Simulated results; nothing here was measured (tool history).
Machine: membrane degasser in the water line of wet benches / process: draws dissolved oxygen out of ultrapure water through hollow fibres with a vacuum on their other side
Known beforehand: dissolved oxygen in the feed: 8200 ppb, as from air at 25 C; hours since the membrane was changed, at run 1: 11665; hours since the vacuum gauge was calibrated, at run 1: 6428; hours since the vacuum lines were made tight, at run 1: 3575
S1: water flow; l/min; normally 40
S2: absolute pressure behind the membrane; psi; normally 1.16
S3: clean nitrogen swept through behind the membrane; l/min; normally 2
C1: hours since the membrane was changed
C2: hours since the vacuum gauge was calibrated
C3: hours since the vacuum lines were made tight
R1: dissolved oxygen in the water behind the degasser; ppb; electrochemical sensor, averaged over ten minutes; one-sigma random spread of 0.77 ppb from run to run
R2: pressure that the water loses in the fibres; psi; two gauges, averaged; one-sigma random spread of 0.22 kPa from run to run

run 1 hour=0 | S1=40 S2=1.16 S3=2 | C1=11665 C2=6428 C3=3575 | R1=218.6 R2=7.633
run 2 hour=297.5 | S1=40 S2=1.16 S3=2 | C1=11962 C2=6726 C3=3873 | R1=219.2 R2=7.603
run 3 hour=631.2 | S1=40 S2=1.559 S3=2 | C1=12296 C2=7060 C3=4206 | R1=334.1 R2=7.564
run 4 hour=814 | S1=40 S2=1.16 S3=2 | C1=12479 C2=7242 C3=4389 | R1=218.5 R2=7.543
run 5 hour=1146.2 | S1=40 S2=1.16 S3=2 | C1=12811 C2=7574 C3=4721 | R1=219.4 R2=7.564
run 6 hour=1298.6 | S1=40 S2=1.16 S3=2 | C1=12963 C2=7727 C3=4874 | R1=219.8 R2=7.509
run 7 hour=1508.8 | S1=57 S2=1.16 S3=2 | C1=13173 C2=7937 C3=5084 | R1=315.3 R2=10.852
-- hour=1628.6 vacuum gauge calibrated
run 8 hour=1689.1 | S1=40 S2=1.16 S3=2 | C1=13353 C2=61 C3=5264 | R1=218.8 R2=7.532
run 9 hour=1877.2 | S1=40 S2=1.16 S3=2 | C1=13541 C2=249 C3=5452 | R1=219.5 R2=7.493
run 10 hour=2230.7 | S1=27 S2=0.885 S3=2.57 | C1=13895 C2=602 C3=5805 | R1=73 R2=5.005
run 11 hour=2486.1 | S1=40 S2=1.253 S3=2.16 | C1=14150 C2=857 C3=6061 | R1=231.1 R2=7.474
run 12 hour=2711.5 | S1=40 S2=1.253 S3=2.16 | C1=14376 C2=1083 C3=6286 | R1=231.4 R2=7.472
run 13 hour=2917.6 | S1=40 S2=1.253 S3=2.16 | C1=14582 C2=1289 C3=6492 | R1=230.5 R2=7.416
run 14 hour=3103.8 | S1=64 S2=1.255 S3=1.87 | C1=14768 C2=1475 C3=6678 | R1=413.8 R2=11.905
run 15 hour=3457 | S1=64 S2=1.787 S3=1.87 | C1=15121 C2=1828 C3=7031 | R1=640.3 R2=11.797

4 options for the next run, each taken on its own from the tool as it stands now. Forecast them:
-- hour=3481.2 gauge calibrated
run A hour=3644.4 | S1=40 S2=1.16 S3=1.19 | C1=15308 C2=2016 C3=7219 | R1=? R2=?
-- hour=3481.2 gauge calibrated
run B hour=3644.4 | S1=44 S2=1.002 S3=1.86 | C1=15308 C2=2016 C3=7219 | R1=? R2=?
-- hour=3481.2 gauge calibrated
run C hour=3644.4 | S1=58 S2=1.421 S3=2 | C1=15308 C2=2016 C3=7219 | R1=? R2=?
-- hour=3481.2 gauge calibrated
run D hour=3644.4 | S1=63 S2=1.787 S3=1.87 | C1=15308 C2=2016 C3=7219 | R1=? R2=?

run=A R1=334.1 R2=7.613
run=B R1=201.6 R2=8.409
run=C R1=423.2 R2=11.056
run=D R1=641.9 R2=12.079
Take away the tool's hidden state, keep each run's random variation, and the runs would have read:
run=A R1=333.8 R2=7.607
run=B R1=201.3 R2=8.403
run=C R1=422.7 R2=11.048
run=D R1=641.3 R2=12.07
